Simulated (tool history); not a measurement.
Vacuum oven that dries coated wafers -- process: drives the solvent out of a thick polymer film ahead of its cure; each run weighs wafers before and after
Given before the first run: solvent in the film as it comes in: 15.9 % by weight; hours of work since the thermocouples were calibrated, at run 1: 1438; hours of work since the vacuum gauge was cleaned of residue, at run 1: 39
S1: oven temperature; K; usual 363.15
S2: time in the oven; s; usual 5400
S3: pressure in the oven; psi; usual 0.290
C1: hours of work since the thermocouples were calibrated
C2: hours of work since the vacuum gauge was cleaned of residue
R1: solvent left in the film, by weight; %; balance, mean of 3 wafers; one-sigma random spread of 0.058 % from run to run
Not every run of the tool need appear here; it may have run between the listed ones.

run	hour	S1	S2	S3	C1	C2	R1
1	0.0	363.15	5400	0.290	1438	39	3.92
2	12.6	363.15	5400	0.290	1447	49	3.89
3	22.6	363.15	5400	0.290	1455	56	3.94
4	29.1	363.15	5400	0.149	1460	61	3.25
5	34.8	363.15	5400	0.290	1464	66	3.90
6	40.2	363.15	5400	0.290	1468	70	4.04
7	47.2	363.15	5400	0.290	1474	75	4.02
8	55.6	363.15	5400	0.290	1480	82	3.95
9	65.4	363.15	5700	0.290	1487	89	3.85
10	78.5	363.15	5700	0.290	1497	99	3.79
11	85.9	363.15	4080	0.290	1503	105	5.04
12	97.1	374.15	5400	0.290	1512	113	1.44
13	109.7	363.15	4500	0.290	1521	123	4.91
14	117.0	363.15	5400	0.290	1527	128	3.95
15	125.2	363.15	5400	0.290	1533	134	4.01
16	132.7	363.15	5400	0.408	1539	140	4.62
17	139.0	363.15	5400	0.408	1543	145	4.72
18	149.4	363.15	5400	0.783	1551	153	6.61
19	156.6	363.15	5400	0.148	1557	158	3.42
20	169.7	363.15	5400	0.148	1567	168	3.40
21	177.1	363.15	5400	0.290	1572	174	4.01
22	187.1	363.15	5400	0.290	1580	181	4.12
23	200.1	363.15	7140	0.290	1590	191	3.21
24	205.5	349.15	5400	0.290	1594	195	9.16
25	213.2	349.15	5400	0.290	1600	201	9.24
26	221.9	376.15	3660	0.583	1606	208	2.92
27	227.3	363.15	5400	0.310	1610	212	4.18
28	237.7	363.15	5400	0.310	1618	220	4.15
29	247.7	374.15	8460	0.734	1626	227	3.04
# hour 257.1: oven's thermocouples calibrated
30	261.6	374.15	8460	0.734	3	236	2.62
31	269.5	362.15	2820	0.148	9	242	5.24
32	280.1	363.15	8340	0.290	17	250	2.03
33	291.7	351.15	2880	0.264	26	259	9.00
34	303.2	351.15	2880	0.264	35	268	9.25

For run 35, what comes out?
35	312.3	351.15	2880	0.264	42	275	?

R1: 9.22 %
With the hidden condition absent and the run-to-run variation left alone, this run would have shown R1 9.21 %.

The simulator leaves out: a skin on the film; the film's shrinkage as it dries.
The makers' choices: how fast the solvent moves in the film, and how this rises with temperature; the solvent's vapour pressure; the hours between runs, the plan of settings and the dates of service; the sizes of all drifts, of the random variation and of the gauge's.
